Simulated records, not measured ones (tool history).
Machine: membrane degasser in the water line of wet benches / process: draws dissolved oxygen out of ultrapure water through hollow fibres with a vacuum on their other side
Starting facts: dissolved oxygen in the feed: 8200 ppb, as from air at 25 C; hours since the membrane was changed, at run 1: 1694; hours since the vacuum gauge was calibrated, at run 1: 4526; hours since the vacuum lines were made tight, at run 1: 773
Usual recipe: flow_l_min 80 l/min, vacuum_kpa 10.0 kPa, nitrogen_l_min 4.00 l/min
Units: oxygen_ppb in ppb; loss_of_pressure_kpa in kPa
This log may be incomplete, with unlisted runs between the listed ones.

run,day,flow_l_min,vacuum_kpa,nitrogen_l_min,hours since the membrane was changed,hours since the vacuum gauge was calibrated,hours since the vacuum lines were made tight,oxygen_ppb,loss_of_pressure_kpa
1,0.000,80,10.0,4.00,1694,4526,773,303.3,26.88
2,2.262,80,10.0,4.00,1749,4580,828,307.0,26.52
3,3.833,80,10.0,4.00,1786,4618,865,302.4,26.92
4,5.542,80,15.9,4.00,1827,4659,906,546.7,26.80
5,6.708,92,10.0,4.00,1855,4687,934,344.4,31.29
6,8.208,80,10.0,6.54,1891,4723,970,199.7,26.83
# day 10.233: vacuum gauge calibrated
7,10.233,80,10.0,4.00,1939,0,1018,300.7,26.87
8,11.862,80,10.0,4.00,1978,39,1057,300.6,26.72
9,14.250,80,10.0,4.00,2036,96,1115,302.2,26.98
10,16.275,80,10.0,2.78,2084,145,1163,406.7,27.13
11,17.838,80,10.0,2.78,2122,182,1201,405.7,26.99
12,19.875,80,10.0,2.78,2171,231,1250,407.4,27.03
13,21.658,80,10.0,4.00,2214,274,1293,303.7,26.85
14,23.421,120,16.8,4.00,2256,317,1335,817.9,40.58
15,24.558,120,16.8,4.75,2283,344,1362,713.1,40.46
16,26.858,56,23.8,4.00,2338,399,1417,624.2,19.12
17,29.183,109,23.8,4.00,2394,455,1473,1082.5,36.87
18,30.483,109,23.8,2.46,2425,486,1504,1531.8,36.80
19,32.412,70,10.0,11.83,2472,532,1551,100.6,23.55
20,33.425,70,10.0,11.83,2496,557,1575,100.4,23.63
21,34.700,70,10.0,11.83,2527,587,1606,100.5,23.73
22,35.750,57,10.0,4.55,2552,612,1631,198.0,19.08
23,37.433,57,10.0,4.55,2592,653,1671,197.1,18.99
24,39.492,57,10.0,4.55,2642,702,1721,197.7,19.52
25,40.483,65,10.0,1.84,2665,726,1744,478.9,22.07

Branching from run 25: 3 alternative next runs. What would each branch give?
A,42.529,48,10.0,4.00,2714,775,1793,?,?
B,42.529,65,10.0,8.94,2714,775,1793,?,?
C,42.529,84,6.0,8.09,2714,775,1793,?,?

run,oxygen_ppb,loss_of_pressure_kpa
A,187.9,16.49
B,120.4,22.04
C,76.7,28.55
Stripped of hidden state, with their random variation kept, the same runs would have yielded:
run,oxygen_ppb,loss_of_pressure_kpa
A,185.8,16.17
B,118.9,21.60
C,74.1,27.98

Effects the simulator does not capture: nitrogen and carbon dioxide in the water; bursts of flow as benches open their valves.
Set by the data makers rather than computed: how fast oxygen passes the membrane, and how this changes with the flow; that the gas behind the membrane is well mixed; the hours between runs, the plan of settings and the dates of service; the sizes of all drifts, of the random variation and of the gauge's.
